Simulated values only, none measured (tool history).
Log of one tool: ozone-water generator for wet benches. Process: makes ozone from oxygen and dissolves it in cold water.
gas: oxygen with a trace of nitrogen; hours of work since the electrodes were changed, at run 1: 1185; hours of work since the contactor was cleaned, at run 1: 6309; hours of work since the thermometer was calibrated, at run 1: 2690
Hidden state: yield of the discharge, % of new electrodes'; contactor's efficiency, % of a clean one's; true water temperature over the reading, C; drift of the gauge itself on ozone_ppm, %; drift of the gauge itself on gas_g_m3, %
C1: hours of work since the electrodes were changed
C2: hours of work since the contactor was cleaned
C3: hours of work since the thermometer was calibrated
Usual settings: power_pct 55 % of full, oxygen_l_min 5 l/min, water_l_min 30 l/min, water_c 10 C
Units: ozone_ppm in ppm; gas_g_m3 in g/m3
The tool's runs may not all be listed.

{"run": 1, "hour": 0.0, "power_pct": 55, "oxygen_l_min": 5, "water_l_min": 30, "water_c": 10, "C1": 1185, "C2": 6309, "C3": 2690, "ozone_ppm": 14.2, "gas_g_m3": 144.6}
{"run": 2, "hour": 123.3, "power_pct": 55, "oxygen_l_min": 5, "water_l_min": 30, "water_c": 10, "C1": 1294, "C2": 6419, "C3": 2799, "ozone_ppm": 14.5, "gas_g_m3": 144.4}
{"run": 3, "hour": 176.9, "power_pct": 55, "oxygen_l_min": 5, "water_l_min": 30, "water_c": 10, "C1": 1342, "C2": 6466, "C3": 2847, "ozone_ppm": 14.2, "gas_g_m3": 144.5}
{"run": 4, "hour": 241.8, "power_pct": 55, "oxygen_l_min": 5, "water_l_min": 30, "water_c": 10, "C1": 1399, "C2": 6524, "C3": 2904, "ozone_ppm": 14.1, "gas_g_m3": 143.9}
{"hour": 251.5, "done": "water thermometer calibrated"}
{"run": 5, "hour": 296.0, "power_pct": 55, "oxygen_l_min": 5, "water_l_min": 30, "water_c": 10, "C1": 1447, "C2": 6571, "C3": 39, "ozone_ppm": 14.2, "gas_g_m3": 144.9}
{"run": 6, "hour": 385.2, "power_pct": 55, "oxygen_l_min": 5, "water_l_min": 22, "water_c": 10, "C1": 1526, "C2": 6650, "C3": 118, "ozone_ppm": 18.3, "gas_g_m3": 145}
{"run": 7, "hour": 471.4, "power_pct": 55, "oxygen_l_min": 5, "water_l_min": 22, "water_c": 10, "C1": 1602, "C2": 6727, "C3": 195, "ozone_ppm": 18.3, "gas_g_m3": 143.8}
{"run": 8, "hour": 578.9, "power_pct": 55, "oxygen_l_min": 2.92, "water_l_min": 30, "water_c": 10, "C1": 1697, "C2": 6822, "C3": 290, "ozone_ppm": 13.4, "gas_g_m3": 203.6}

The next listed run, before its measurement:
{"run": 9, "hour": 660.8, "power_pct": 71, "oxygen_l_min": 9, "water_l_min": 30, "water_c": 9, "C1": 1770, "C2": 6894, "C3": 363, "ozone_ppm": "?", "gas_g_m3": "?"}

{"run 9": {"ozone_ppm": 16.7, "gas_g_m3": 114.5}}
Without the tool's hidden state the same run would have given ozone_ppm 17.9 ppm, gas_g_m3 117.7 g/m3.
